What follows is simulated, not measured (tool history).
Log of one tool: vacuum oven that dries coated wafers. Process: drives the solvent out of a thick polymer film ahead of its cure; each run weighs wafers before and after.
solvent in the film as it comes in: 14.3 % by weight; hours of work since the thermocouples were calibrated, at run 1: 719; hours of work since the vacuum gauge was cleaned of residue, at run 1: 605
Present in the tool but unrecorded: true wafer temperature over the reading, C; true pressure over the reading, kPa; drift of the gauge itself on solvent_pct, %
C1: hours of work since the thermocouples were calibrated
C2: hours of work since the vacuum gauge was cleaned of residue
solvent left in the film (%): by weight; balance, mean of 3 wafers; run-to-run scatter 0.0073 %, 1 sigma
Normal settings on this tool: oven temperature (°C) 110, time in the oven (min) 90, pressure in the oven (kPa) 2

run 1 hour=0 | oven_temperature_(°C)=110 time_in_the_oven_(min)=90 pressure_in_the_oven_(kPa)=2 | C1=719 C2=605 | solvent_left_in_the_film_(%)=1.27
run 2 hour=48.4 | oven_temperature_(°C)=110 time_in_the_oven_(min)=90 pressure_in_the_oven_(kPa)=2 | C1=751 C2=638 | solvent_left_in_the_film_(%)=1.262
run 3 hour=89.9 | oven_temperature_(°C)=110 time_in_the_oven_(min)=90 pressure_in_the_oven_(kPa)=2 | C1=779 C2=666 | solvent_left_in_the_film_(%)=1.248
run 4 hour=152.8 | oven_temperature_(°C)=110 time_in_the_oven_(min)=90 pressure_in_the_oven_(kPa)=2 | C1=822 C2=708 | solvent_left_in_the_film_(%)=1.257
run 5 hour=183.2 | oven_temperature_(°C)=110 time_in_the_oven_(min)=90 pressure_in_the_oven_(kPa)=2 | C1=842 C2=729 | solvent_left_in_the_film_(%)=1.251
run 6 hour=231.9 | oven_temperature_(°C)=110 time_in_the_oven_(min)=90 pressure_in_the_oven_(kPa)=2 | C1=875 C2=762 | solvent_left_in_the_film_(%)=1.244
run 7 hour=272.1 | oven_temperature_(°C)=110 time_in_the_oven_(min)=90 pressure_in_the_oven_(kPa)=2 | C1=902 C2=789 | solvent_left_in_the_film_(%)=1.257
run 8 hour=327 | oven_temperature_(°C)=110 time_in_the_oven_(min)=114 pressure_in_the_oven_(kPa)=2 | C1=939 C2=826 | solvent_left_in_the_film_(%)=0.943
run 9 hour=356.9 | oven_temperature_(°C)=110 time_in_the_oven_(min)=114 pressure_in_the_oven_(kPa)=2 | C1=959 C2=846 | solvent_left_in_the_film_(%)=0.936
run 10 hour=414.3 | oven_temperature_(°C)=110 time_in_the_oven_(min)=114 pressure_in_the_oven_(kPa)=2 | C1=998 C2=885 | solvent_left_in_the_film_(%)=0.938
run 11 hour=475 | oven_temperature_(°C)=111 time_in_the_oven_(min)=90 pressure_in_the_oven_(kPa)=2 | C1=1039 C2=926 | solvent_left_in_the_film_(%)=1.158
run 12 hour=516.6 | oven_temperature_(°C)=111 time_in_the_oven_(min)=90 pressure_in_the_oven_(kPa)=2 | C1=1067 C2=954 | solvent_left_in_the_film_(%)=1.141
run 13 hour=577 | oven_temperature_(°C)=111 time_in_the_oven_(min)=90 pressure_in_the_oven_(kPa)=2 | C1=1108 C2=994 | solvent_left_in_the_film_(%)=1.135
run 14 hour=616.6 | oven_temperature_(°C)=110 time_in_the_oven_(min)=90 pressure_in_the_oven_(kPa)=2 | C1=1135 C2=1021 | solvent_left_in_the_film_(%)=1.227
run 15 hour=666.1 | oven_temperature_(°C)=110 time_in_the_oven_(min)=90 pressure_in_the_oven_(kPa)=2 | C1=1168 C2=1055 | solvent_left_in_the_film_(%)=1.216
run 16 hour=699.1 | oven_temperature_(°C)=110 time_in_the_oven_(min)=90 pressure_in_the_oven_(kPa)=2 | C1=1190 C2=1077 | solvent_left_in_the_film_(%)=1.216
run 17 hour=731.7 | oven_temperature_(°C)=110 time_in_the_oven_(min)=90 pressure_in_the_oven_(kPa)=2 | C1=1212 C2=1099 | solvent_left_in_the_film_(%)=1.2
run 18 hour=770 | oven_temperature_(°C)=110 time_in_the_oven_(min)=90 pressure_in_the_oven_(kPa)=2 | C1=1238 C2=1125 | solvent_left_in_the_film_(%)=1.199
run 19 hour=804.6 | oven_temperature_(°C)=110 time_in_the_oven_(min)=90 pressure_in_the_oven_(kPa)=2 | C1=1261 C2=1148 | solvent_left_in_the_film_(%)=1.211
run 20 hour=860 | oven_temperature_(°C)=110 time_in_the_oven_(min)=90 pressure_in_the_oven_(kPa)=2 | C1=1299 C2=1185 | solvent_left_in_the_film_(%)=1.211
run 21 hour=903.9 | oven_temperature_(°C)=110 time_in_the_oven_(min)=90 pressure_in_the_oven_(kPa)=2 | C1=1328 C2=1215 | solvent_left_in_the_film_(%)=1.204
run 22 hour=934.6 | oven_temperature_(°C)=110 time_in_the_oven_(min)=90 pressure_in_the_oven_(kPa)=2 | C1=1349 C2=1236 | solvent_left_in_the_film_(%)=1.2
run 23 hour=995.7 | oven_temperature_(°C)=110 time_in_the_oven_(min)=48 pressure_in_the_oven_(kPa)=2 | C1=1390 C2=1277 | solvent_left_in_the_film_(%)=2.791
-- hour=1027.4 oven's thermocouples calibrated
run 24 hour=1057.7 | oven_temperature_(°C)=110 time_in_the_oven_(min)=90 pressure_in_the_oven_(kPa)=2 | C1=20 C2=1317 | solvent_left_in_the_film_(%)=1.134
run 25 hour=1092.6 | oven_temperature_(°C)=110 time_in_the_oven_(min)=51 pressure_in_the_oven_(kPa)=1.04 | C1=44 C2=1341 | solvent_left_in_the_film_(%)=2.181
-- hour=1131.1 oven's thermocouples calibrated, once more
run 26 hour=1131.8 | oven_temperature_(°C)=110 time_in_the_oven_(min)=51 pressure_in_the_oven_(kPa)=1.04 | C1=0 C2=1366 | solvent_left_in_the_film_(%)=2.715
run 27 hour=1192.3 | oven_temperature_(°C)=106 time_in_the_oven_(min)=142 pressure_in_the_oven_(kPa)=3.08 | C1=41 C2=1407 | solvent_left_in_the_film_(%)=1.568
run 28 hour=1250.5 | oven_temperature_(°C)=106 time_in_the_oven_(min)=142 pressure_in_the_oven_(kPa)=3.08 | C1=81 C2=1446 | solvent_left_in_the_film_(%)=1.569
run 29 hour=1289 | oven_temperature_(°C)=110 time_in_the_oven_(min)=59 pressure_in_the_oven_(kPa)=6.33 | C1=107 C2=1472 | solvent_left_in_the_film_(%)=3.814
run 30 hour=1341.3 | oven_temperature_(°C)=104 time_in_the_oven_(min)=90 pressure_in_the_oven_(kPa)=5.5 | C1=142 C2=1507 | solvent_left_in_the_film_(%)=3.461
run 31 hour=1379 | oven_temperature_(°C)=104 time_in_the_oven_(min)=90 pressure_in_the_oven_(kPa)=5.5 | C1=167 C2=1533 | solvent_left_in_the_film_(%)=3.453
run 32 hour=1432.2 | oven_temperature_(°C)=123 time_in_the_oven_(min)=54 pressure_in_the_oven_(kPa)=1.2 | C1=203 C2=1569 | solvent_left_in_the_film_(%)=1.047
run 33 hour=1474.7 | oven_temperature_(°C)=110 time_in_the_oven_(min)=90 pressure_in_the_oven_(kPa)=1.72 | C1=232 C2=1597 | solvent_left_in_the_film_(%)=1.314
run 34 hour=1532.8 | oven_temperature_(°C)=110 time_in_the_oven_(min)=78 pressure_in_the_oven_(kPa)=1.7 | C1=271 C2=1637 | solvent_left_in_the_film_(%)=1.582
run 35 hour=1569.3 | oven_temperature_(°C)=108 time_in_the_oven_(min)=144 pressure_in_the_oven_(kPa)=2 | C1=296 C2=1661 | solvent_left_in_the_film_(%)=0.986
run 36 hour=1604.9 | oven_temperature_(°C)=108 time_in_the_oven_(min)=144 pressure_in_the_oven_(kPa)=2 | C1=320 C2=1685 | solvent_left_in_the_film_(%)=0.992
run 37 hour=1660.7 | oven_temperature_(°C)=108 time_in_the_oven_(min)=144 pressure_in_the_oven_(kPa)=2 | C1=357 C2=1723 | solvent_left_in_the_film_(%)=0.997
run 38 hour=1700.5 | oven_temperature_(°C)=108 time_in_the_oven_(min)=144 pressure_in_the_oven_(kPa)=2 | C1=384 C2=1750 | solvent_left_in_the_film_(%)=0.985
run 39 hour=1760 | oven_temperature_(°C)=102 time_in_the_oven_(min)=58 pressure_in_the_oven_(kPa)=1.03 | C1=424 C2=1790 | solvent_left_in_the_film_(%)=3.382
run 40 hour=1798.2 | oven_temperature_(°C)=110 time_in_the_oven_(min)=90 pressure_in_the_oven_(kPa)=7.07 | C1=450 C2=1816 | solvent_left_in_the_film_(%)=3.047
run 41 hour=1854.4 | oven_temperature_(°C)=103 time_in_the_oven_(min)=59 pressure_in_the_oven_(kPa)=3.92 | C1=488 C2=1854 | solvent_left_in_the_film_(%)=4.14
run 42 hour=1904.4 | oven_temperature_(°C)=103 time_in_the_oven_(min)=59 pressure_in_the_oven_(kPa)=3.92 | C1=522 C2=1887 | solvent_left_in_the_film_(%)=4.132
run 43 hour=1940.7 | oven_temperature_(°C)=110 time_in_the_oven_(min)=143 pressure_in_the_oven_(kPa)=1.95 | C1=546 C2=1912 | solvent_left_in_the_film_(%)=0.875
run 44 hour=2003 | oven_temperature_(°C)=106 time_in_the_oven_(min)=46 pressure_in_the_oven_(kPa)=1.62 | C1=588 C2=1954 | solvent_left_in_the_film_(%)=3.756
run 45 hour=2057.5 | oven_temperature_(°C)=106 time_in_the_oven_(min)=46 pressure_in_the_oven_(kPa)=1.62 | C1=625 C2=1991 | solvent_left_in_the_film_(%)=3.742
run 46 hour=2086.3 | oven_temperature_(°C)=106 time_in_the_oven_(min)=46 pressure_in_the_oven_(kPa)=1.62 | C1=644 C2=2010 | solvent_left_in_the_film_(%)=3.725
run 47 hour=2124.3 | oven_temperature_(°C)=106 time_in_the_oven_(min)=117 pressure_in_the_oven_(kPa)=2.2 | C1=670 C2=2036 | solvent_left_in_the_film_(%)=1.373
run 48 hour=2150.9 | oven_temperature_(°C)=113 time_in_the_oven_(min)=48 pressure_in_the_oven_(kPa)=1.06 | C1=688 C2=2054 | solvent_left_in_the_film_(%)=2.334

Alternative continuations, all from the tool just after run 48; predict every row:
run A hour=2208.5 | oven_temperature_(°C)=98 time_in_the_oven_(min)=101 pressure_in_the_oven_(kPa)=2.89 | C1=727 C2=2092 | solvent_left_in_the_film_(%)=?
run B hour=2208.5 | oven_temperature_(°C)=110 time_in_the_oven_(min)=90 pressure_in_the_oven_(kPa)=2 | C1=727 C2=2092 | solvent_left_in_the_film_(%)=?
run C hour=2208.5 | oven_temperature_(°C)=104 time_in_the_oven_(min)=68 pressure_in_the_oven_(kPa)=7.42 | C1=727 C2=2092 | solvent_left_in_the_film_(%)=?

run=A solvent_left_in_the_film_(%)=2.893
run=B solvent_left_in_the_film_(%)=1.342
run=C solvent_left_in_the_film_(%)=4.695
What these runs would have given with no unlogged condition in the tool:
run=A solvent_left_in_the_film_(%)=2.937
run=B solvent_left_in_the_film_(%)=1.343
run=C solvent_left_in_the_film_(%)=4.83
